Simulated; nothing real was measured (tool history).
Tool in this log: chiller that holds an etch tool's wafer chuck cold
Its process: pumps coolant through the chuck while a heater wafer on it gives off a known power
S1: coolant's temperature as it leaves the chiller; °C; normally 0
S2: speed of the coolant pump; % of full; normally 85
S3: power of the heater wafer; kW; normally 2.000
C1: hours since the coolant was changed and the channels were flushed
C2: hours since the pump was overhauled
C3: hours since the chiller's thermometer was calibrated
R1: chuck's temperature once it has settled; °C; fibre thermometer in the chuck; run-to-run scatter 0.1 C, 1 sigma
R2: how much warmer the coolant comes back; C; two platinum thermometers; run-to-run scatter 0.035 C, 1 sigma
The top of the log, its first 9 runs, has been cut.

run 10 hour=1345.5 | S1=0 S2=85 S3=2.000 | C1=1344 C2=3608 C3=784 | R1=14.5 R2=7.19
run 11 hour=1546.4 | S1=2 S2=85 S3=2.000 | C1=1544 C2=3809 C3=985 | R1=16.8 R2=7.28
run 12 hour=1660.4 | S1=2 S2=85 S3=2.000 | C1=1658 C2=3923 C3=1099 | R1=16.8 R2=7.34
run 13 hour=1770.4 | S1=0 S2=85 S3=2.000 | C1=1768 C2=4033 C3=1209 | R1=14.8 R2=7.33
run 14 hour=1888.2 | S1=-5 S2=85 S3=2.000 | C1=1886 C2=4151 C3=1327 | R1=10.1 R2=7.36
run 15 hour=2032.9 | S1=-5 S2=85 S3=2.000 | C1=2031 C2=4296 C3=1472 | R1=10.3 R2=7.50
run 16 hour=2234.2 | S1=0 S2=85 S3=2.000 | C1=2232 C2=4497 C3=1673 | R1=15.3 R2=7.57
run 17 hour=2386.9 | S1=-2 S2=85 S3=2.000 | C1=2385 C2=4650 C3=1826 | R1=13.5 R2=7.59
run 18 hour=2529.8 | S1=0 S2=85 S3=1.451 | C1=2528 C2=4792 C3=1969 | R1=11.6 R2=5.57
run 19 hour=2611.9 | S1=0 S2=85 S3=1.451 | C1=2610 C2=4875 C3=2051 | R1=11.6 R2=5.53
-- hour=2636.4 chiller's thermometer calibrated
run 20 hour=2782.2 | S1=-7 S2=68 S3=1.099 | C1=2779 C2=5044 C3=146 | R1=2.9 R2=5.31
-- hour=2949.2 coolant pump overhauled
run 21 hour=2989.1 | S1=-6 S2=68 S3=2.572 | C1=2981 C2=40 C3=348 | R1=13.6 R2=9.85
-- hour=3115.2 coolant changed, channels flushed
run 22 hour=3174.0 | S1=-10 S2=71 S3=1.240 | C1=59 C2=219 C3=527 | R1=-0.9 R2=4.60
run 23 hour=3323.5 | S1=-10 S2=71 S3=1.240 | C1=208 C2=368 C3=676 | R1=-0.9 R2=4.58
run 24 hour=3470.3 | S1=5 S2=73 S3=3.000 | C1=355 C2=515 C3=823 | R1=26.3 R2=10.95
run 25 hour=3598.5 | S1=5 S2=68 S3=2.005 | C1=483 C2=643 C3=951 | R1=20.0 R2=7.89
run 26 hour=3802.1 | S1=-8 S2=68 S3=2.005 | C1=687 C2=847 C3=1155 | R1=7.3 R2=7.90
run 27 hour=3915.2 | S1=-8 S2=68 S3=2.005 | C1=800 C2=960 C3=1268 | R1=7.5 R2=8.01
run 28 hour=4070.8 | S1=-5 S2=79 S3=2.156 | C1=956 C2=1116 C3=1423 | R1=10.2 R2=7.43
run 29 hour=4198.6 | S1=7 S2=85 S3=1.159 | C1=1083 C2=1243 C3=1551 | R1=15.2 R2=3.79
run 30 hour=4289.6 | S1=5 S2=95 S3=2.000 | C1=1174 C2=1334 C3=1642 | R1=17.8 R2=5.74
run 31 hour=4405.5 | S1=2 S2=85 S3=2.713 | C1=1290 C2=1450 C3=1758 | R1=20.6 R2=8.82

4 ways to go on from here, each from the tool as it stands after run 31. What would each give?
run A hour=4537.7 | S1=2 S2=75 S3=2.466 | C1=1423 C2=1582 C3=1890 | R1=? R2=?
run B hour=4537.7 | S1=2 S2=85 S3=1.750 | C1=1423 C2=1582 C3=1890 | R1=? R2=?
run C hour=4537.7 | S1=0 S2=88 S3=2.000 | C1=1423 C2=1582 C3=1890 | R1=? R2=?
run D hour=4537.7 | S1=1 S2=85 S3=1.551 | C1=1423 C2=1582 C3=1890 | R1=? R2=?

run=A R1=20.2 R2=9.17
run=B R1=14.3 R2=5.76
run=C R1=13.8 R2=6.36
run=D R1=11.9 R2=5.08
Stripped of hidden state, with their random variation kept, the same runs would have yielded:
run=A R1=18.4 R2=8.57
run=B R1=12.9 R2=5.38
run=C R1=12.3 R2=5.95
run=D R1=10.6 R2=4.75
